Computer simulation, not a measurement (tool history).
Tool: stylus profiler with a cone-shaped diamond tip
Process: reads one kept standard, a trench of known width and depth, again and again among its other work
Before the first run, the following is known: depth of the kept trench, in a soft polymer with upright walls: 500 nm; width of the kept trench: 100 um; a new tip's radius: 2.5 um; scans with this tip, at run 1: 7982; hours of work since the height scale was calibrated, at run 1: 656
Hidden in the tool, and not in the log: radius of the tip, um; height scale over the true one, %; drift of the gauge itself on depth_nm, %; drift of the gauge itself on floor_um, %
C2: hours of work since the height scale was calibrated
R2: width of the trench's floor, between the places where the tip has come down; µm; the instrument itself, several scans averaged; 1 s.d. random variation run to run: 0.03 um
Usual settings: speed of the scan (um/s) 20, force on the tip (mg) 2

Run 1, day 0: usual settings; scans with this tip 7982; C2 656. Result: depth of the trench (Å) 5035, R2 94.35 µm.
Run 2, day 0.462: usual settings; scans with this tip 8043; C2 661. Result: depth of the trench (Å) 5034.3, R2 94.34 µm.
Run 3, day 0.904: usual settings but force on the tip (mg) 1.3; scans with this tip 8101; C2 666. Result: depth of the trench (Å) 5020.6, R2 94.36 µm.
Run 4, day 1.338: usual settings but force on the tip (mg) 1.3; scans with this tip 8158; C2 670. Result: depth of the trench (Å) 5018.2, R2 94.3 µm.
Run 5, day 1.688: usual settings but force on the tip (mg) 5.58; scans with this tip 8204; C2 674. Result: depth of the trench (Å) 5083.3, R2 94.36 µm.
At day 2.038: new tip fitted, height scale calibrated.
Run 6, day 2.312: usual settings; scans with this tip 37; C2 3. Result: depth of the trench (Å) 5052.6, R2 96.98 µm.
Run 7, day 2.867: usual settings; scans with this tip 109; C2 9. Result: depth of the trench (Å) 5049.4, R2 96.94 µm.
Run 8, day 3.254: usual settings; scans with this tip 160; C2 13. Result: depth of the trench (Å) 5051.9, R2 96.91 µm.
Run 9, day 3.725: usual settings; scans with this tip 222; C2 18. Result: depth of the trench (Å) 5053.6, R2 96.84 µm.
Run 10, day 4.1: usual settings; scans with this tip 272; C2 22. Result: depth of the trench (Å) 5051.9, R2 96.82 µm.
Run 11, day 4.504: usual settings; scans with this tip 325; C2 27. Result: depth of the trench (Å) 5052.2, R2 96.79 µm.
Run 12, day 5.025: usual settings; scans with this tip 393; C2 32. Result: depth of the trench (Å) 5050.3, R2 96.77 µm.
Run 13, day 5.662: usual settings but force on the tip (mg) 0.81; scans with this tip 477; C2 39. Result: depth of the trench (Å) 5027.7, R2 96.75 µm.
Run 14, day 6.008: usual settings but speed of the scan (um/s) 18, force on the tip (mg) 0.81; scans with this tip 523; C2 43. Result: depth of the trench (Å) 5026.2, R2 96.77 µm.
Run 15, day 6.583: usual settings but speed of the scan (um/s) 18, force on the tip (mg) 0.81; scans with this tip 599; C2 49. Result: depth of the trench (Å) 5026.3, R2 96.63 µm.
Run 16, day 6.867: usual settings but speed of the scan (um/s) 18, force on the tip (mg) 0.81; scans with this tip 636; C2 52. Result: depth of the trench (Å) 5028.8, R2 96.65 µm.
Run 17, day 7.254: usual settings but speed of the scan (um/s) 21, force on the tip (mg) 0.81; scans with this tip 686; C2 56. Result: depth of the trench (Å) 5027.8, R2 96.61 µm.
Run 18, day 7.542: usual settings but speed of the scan (um/s) 21, force on the tip (mg) 0.81; scans with this tip 724; C2 59. Result: depth of the trench (Å) 5029.7, R2 96.6 µm.
Run 19, day 8.129: usual settings but speed of the scan (um/s) 21, force on the tip (mg) 0.81; scans with this tip 802; C2 66. Result: depth of the trench (Å) 5027.3, R2 96.62 µm.
Run 20, day 8.696: usual settings but speed of the scan (um/s) 21, force on the tip (mg) 0.81; scans with this tip 876; C2 72. Result: depth of the trench (Å) 5026.3, R2 96.53 µm.
Run 21, day 9.288: usual settings but speed of the scan (um/s) 21, force on the tip (mg) 0.81; scans with this tip 954; C2 78. Result: depth of the trench (Å) 5027.1, R2 96.52 µm.
Run 22, day 9.796: usual settings but speed of the scan (um/s) 21, force on the tip (mg) 0.81; scans with this tip 1021; C2 84. Result: depth of the trench (Å) 5026, R2 96.48 µm.
Run 23, day 10.275: usual settings but force on the tip (mg) 1.51; scans with this tip 1084; C2 89. Result: depth of the trench (Å) 5039.1, R2 96.55 µm.
Run 24, day 10.65: usual settings but force on the tip (mg) 1.33; scans with this tip 1134; C2 93. Result: depth of the trench (Å) 5039.3, R2 96.48 µm.
Run 25, day 11.154: usual settings but speed of the scan (um/s) 30, force on the tip (mg) 2.16; scans with this tip 1200; C2 99. Result: depth of the trench (Å) 5053.7, R2 96.46 µm.
Run 26, day 11.654: usual settings but speed of the scan (um/s) 32, force on the tip (mg) 0.72; scans with this tip 1265; C2 104. Result: depth of the trench (Å) 5023.5, R2 96.38 µm.
Run 27, day 12.062: usual settings but speed of the scan (um/s) 32, force on the tip (mg) 1.1; scans with this tip 1319; C2 108. Result: depth of the trench (Å) 5031.1, R2 96.36 µm.
Run 28, day 12.467: usual settings but speed of the scan (um/s) 15, force on the tip (mg) 1.29; scans with this tip 1372; C2 113. Result: depth of the trench (Å) 5037.3, R2 96.39 µm.
Run 29, day 12.883: usual settings but speed of the scan (um/s) 28, force on the tip (mg) 1.85; scans with this tip 1427; C2 117. Result: depth of the trench (Å) 5046.4, R2 96.32 µm.
Run 30, day 13.517: usual settings but force on the tip (mg) 1.94; scans with this tip 1510; C2 124. Result: depth of the trench (Å) 5048.4, R2 96.4 µm.
Run 31, day 14.1: usual settings but speed of the scan (um/s) 11, force on the tip (mg) 1.05; scans with this tip 1587; C2 130. Result: depth of the trench (Å) 5030.3, R2 96.35 µm.
Run 32, day 14.404: usual settings but force on the tip (mg) 1.87; scans with this tip 1627; C2 134. Result: depth of the trench (Å) 5045.8, R2 96.26 µm.
Run 33, day 14.792: usual settings but force on the tip (mg) 1.87; scans with this tip 1678; C2 138. Result: depth of the trench (Å) 5046.9, R2 96.27 µm.
Run 34, day 15.067: usual settings but force on the tip (mg) 1.87; scans with this tip 1714; C2 141. Result: depth of the trench (Å) 5047.3, R2 96.24 µm.
Run 35, day 15.471: usual settings but speed of the scan (um/s) 63, force on the tip (mg) 0.98; scans with this tip 1767; C2 145. Result: depth of the trench (Å) 5025.9, R2 96.02 µm.
Run 36, day 15.808: usual settings but speed of the scan (um/s) 17, force on the tip (mg) 0.74; scans with this tip 1812; C2 149. Result: depth of the trench (Å) 5024.8, R2 96.24 µm.
Run 37, day 16.212: usual settings but speed of the scan (um/s) 17, force on the tip (mg) 0.74; scans with this tip 1865; C2 153. Result: depth of the trench (Å) 5023, R2 96.16 µm.
Run 38, day 16.638: usual settings but speed of the scan (um/s) 42, force on the tip (mg) 3.7; scans with this tip 1921; C2 158. Result: depth of the trench (Å) 5076.6, R2 96.11 µm.
Run 39, day 17.021: usual settings but speed of the scan (um/s) 12, force on the tip (mg) 2.15; scans with this tip 1971; C2 162. Result: depth of the trench (Å) 5052.8, R2 96.19 µm.
Run 40, day 17.546: usual settings but speed of the scan (um/s) 25, force on the tip (mg) 2.15; scans with this tip 2040; C2 168. Result: depth of the trench (Å) 5053.1, R2 96.14 µm.
Run 41, day 17.829: usual settings but speed of the scan (um/s) 25, force on the tip (mg) 2.15; scans with this tip 2078; C2 171. Result: depth of the trench (Å) 5050, R2 96.13 µm.
Run 42, day 18.217: usual settings but speed of the scan (um/s) 43, force on the tip (mg) 1.54; scans with this tip 2129; C2 175. Result: depth of the trench (Å) 5038.2, R2 96.04 µm.
Run 43, day 18.546: usual settings but speed of the scan (um/s) 16; scans with this tip 2172; C2 178. Result: depth of the trench (Å) 5048.6, R2 96.12 µm.
Run 44, day 18.833: usual settings but speed of the scan (um/s) 30, force on the tip (mg) 2.22; scans with this tip 2210; C2 182. Result: depth of the trench (Å) 5054, R2 96.01 µm.
Run 45, day 19.179: usual settings but speed of the scan (um/s) 23, force on the tip (mg) 0.67; scans with this tip 2255; C2 185. Result: depth of the trench (Å) 5018.9, R2 95.98 µm.
Run 46, day 19.621: usual settings but speed of the scan (um/s) 12, force on the tip (mg) 3.58; scans with this tip 2313; C2 190. Result: depth of the trench (Å) 5071.1, R2 96.04 µm.
Run 47, day 20.183: usual settings but speed of the scan (um/s) 19, force on the tip (mg) 2.29; scans with this tip 2387; C2 196. Result: depth of the trench (Å) 5052.6, R2 96.03 µm.
Run 48, day 20.771: usual settings but speed of the scan (um/s) 19, force on the tip (mg) 2.29; scans with this tip 2465; C2 202. Result: depth of the trench (Å) 5050.7, R2 95.94 µm.

What if the next run were any one of these 3? Each begins from the tool's condition after run 48:
Run A, day 21.054: usual settings but speed of the scan (um/s) 54; scans with this tip 2502; C2 206. Result: depth of the trench (Å) ?, R2 ?.
Run B, day 21.054: usual settings but speed of the scan (um/s) 9, force on the tip (mg) 0.7; scans with this tip 2502; C2 206. Result: depth of the trench (Å) ?, R2 ?.
Run C, day 21.054: usual settings but speed of the scan (um/s) 19, force on the tip (mg) 3.16; scans with this tip 2502; C2 206. Result: depth of the trench (Å) ?, R2 ?.

run  depth of the trench (Å)     R2
  A                   5045.9  95.89
  B                   5021.6     96
  C                   5063.8  96.01
Stripped of hidden state, with their random variation kept, the same runs would have yielded:
run  depth of the trench (Å)     R2
  A                   5050.5  96.85
  B                   5026.1  96.96
  C                   5068.3  96.97

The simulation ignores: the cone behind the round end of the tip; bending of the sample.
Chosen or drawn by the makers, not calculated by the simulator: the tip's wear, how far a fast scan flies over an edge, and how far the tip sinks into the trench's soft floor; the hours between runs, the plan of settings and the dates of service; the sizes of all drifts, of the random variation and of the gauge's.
